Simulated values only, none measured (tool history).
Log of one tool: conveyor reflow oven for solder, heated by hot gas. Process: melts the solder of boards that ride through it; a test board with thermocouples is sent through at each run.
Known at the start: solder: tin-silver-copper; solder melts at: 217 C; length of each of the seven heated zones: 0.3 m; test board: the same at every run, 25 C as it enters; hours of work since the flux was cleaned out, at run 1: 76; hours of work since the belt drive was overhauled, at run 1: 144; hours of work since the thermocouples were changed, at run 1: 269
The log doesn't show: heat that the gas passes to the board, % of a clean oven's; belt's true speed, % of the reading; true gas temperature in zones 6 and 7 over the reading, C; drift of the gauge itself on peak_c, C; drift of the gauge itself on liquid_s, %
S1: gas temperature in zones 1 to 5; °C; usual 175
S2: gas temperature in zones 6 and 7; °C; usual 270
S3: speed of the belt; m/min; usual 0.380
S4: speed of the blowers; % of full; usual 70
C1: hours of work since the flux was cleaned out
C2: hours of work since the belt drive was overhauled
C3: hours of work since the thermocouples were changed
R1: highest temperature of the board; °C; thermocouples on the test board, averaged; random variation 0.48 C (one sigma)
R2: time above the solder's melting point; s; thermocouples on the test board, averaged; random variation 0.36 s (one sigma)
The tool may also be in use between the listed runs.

run	day	S1	S2	S3	S4	C1	C2	C3	R1	R2
1	0.000	175	270	0.380	70	76	144	269	256.2	76.0
2	1.717	175	270	0.380	70	95	164	289	256.9	76.6
3	5.479	175	270	0.380	70	139	207	332	256.7	76.5
4	8.262	175	270	0.380	70	171	239	364	257.6	76.4
5	10.783	175	270	0.380	70	200	268	393	257.9	76.7
6	14.092	175	270	0.380	70	238	306	431	257.1	76.3
7	18.092	175	270	0.380	70	284	352	477	256.9	76.3
8	21.221	175	270	0.380	70	320	388	513	257.8	76.7
9	23.467	175	272	0.380	70	346	414	539	258.7	77.9
# day 24.462: flux residue cleaned out of gas plates and filters
10	25.733	175	272	0.380	70	15	438	563	259.3	77.4
11	28.712	175	272	0.380	70	49	472	597	259.7	77.8
12	31.567	175	272	0.380	70	82	505	630	259.9	78.0
13	33.412	175	272	0.380	70	103	526	651	258.8	77.5
14	36.992	175	272	0.380	70	144	567	692	259.5	77.4
15	39.096	175	270	0.380	70	168	591	717	257.3	76.7
16	41.529	175	270	0.380	70	196	619	745	257.8	76.5
17	45.438	175	270	0.380	70	241	664	790	258.4	76.1
18	48.808	182	273	0.348	79	280	703	828	264.7	92.9
19	51.567	182	278	0.331	79	312	735	860	269.7	100.0
20	53.508	165	281	0.388	81	334	757	882	266.4	77.4
# day 55.508: flux residue cleaned out of gas plates and filters
21	56.017	165	281	0.388	81	6	784	909	266.6	76.6
22	58.350	175	279	0.414	70	33	811	936	262.7	72.8
23	60.400	190	276	0.380	53	56	834	959	262.9	86.1
24	63.267	182	267	0.355	73	89	867	992	257.4	86.2
25	64.988	182	267	0.355	73	109	887	1012	257.7	86.4
# day 65.417: thermocouples of zones 6 and 7 changed
26	68.467	170	267	0.355	73	148	926	35	256.8	79.3
27	71.567	176	267	0.386	73	184	962	71	254.1	74.0
28	75.242	176	267	0.386	73	226	1004	113	254.8	73.9
29	78.575	176	265	0.346	82	264	1042	151	256.5	84.8

Forecast each of these 5 alternatives for the next run:
# day 80.317: belt drive overhauled, speed set with a stopwatch
A	81.917	175	265	0.346	82	301	18	188	?	?
# day 80.317: belt drive overhauled, speed set with a stopwatch
B	81.917	176	263	0.329	81	301	18	188	?	?
# day 80.317: belt drive overhauled, speed set with a stopwatch
C	81.917	176	265	0.359	82	301	18	188	?	?
# day 80.317: belt drive overhauled, speed set with a stopwatch
D	81.917	175	270	0.342	70	301	18	188	?	?
# day 80.317: belt drive overhauled, speed set with a stopwatch
E	81.917	175	270	0.380	78	301	18	188	?	?

run	R1	R2
A	257.1	84.7
B	255.3	89.4
C	255.0	81.0
D	261.0	88.3
E	258.2	78.1
Without the tool's hidden state the same runs would have given:
run	R1	R2
A	257.1	84.7
B	255.4	89.5
C	255.1	81.1
D	261.1	88.4
E	258.2	78.1
